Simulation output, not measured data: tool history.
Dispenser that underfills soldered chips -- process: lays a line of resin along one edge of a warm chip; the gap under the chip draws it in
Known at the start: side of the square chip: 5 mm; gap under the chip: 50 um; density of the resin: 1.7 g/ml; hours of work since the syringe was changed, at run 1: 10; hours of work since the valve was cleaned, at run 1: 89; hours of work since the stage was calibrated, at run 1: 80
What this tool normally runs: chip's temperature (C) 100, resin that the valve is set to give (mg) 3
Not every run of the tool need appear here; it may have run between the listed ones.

run,hour,chip's temperature (C),resin that the valve is set to give (mg),hours of work since the syringe was changed,hours of work since the valve was cleaned,hours of work since the stage was calibrated,time until the resin shows at the far edge (s),resin that the valve gave (mg)
1,0,100,3,10,89,80,46.4,2.834
# hour 3.2: new syringe of resin
2,9.3,100,3,5,95,86,30.2,2.831
# hour 12.5: dispensing valve cleaned and set on the balance
3,15.9,86,3,9,3,91,71.3,2.994
# hour 20.4: new syringe of resin
4,22.3,86,3.01,1,7,95,37.1,2.982
5,32.6,86,3.01,9,15,103,70.1,2.963
# hour 36.9: new syringe of resin
6,37.5,86,3.01,0,18,106,35.1,2.974
7,43.2,115,3.75,5,23,111,16.7,3.694
8,52,115,3.75,11,29,117,27.8,3.679
# hour 53.6: new syringe of resin
9,61.8,115,3.75,6,36,124,19.2,3.636

What will run 10 give?
# hour 69.9: new syringe of resin
10,69.9,115,3.75,0,42,130,?,?

Run 10 came out at time until the resin shows at the far edge (s) 11.3, resin that the valve gave (mg) 3.65.
With the hidden condition absent and the run-to-run variation left alone, this run would have shown time until the resin shows at the far edge (s) 10.9, resin that the valve gave (mg) 3.758.
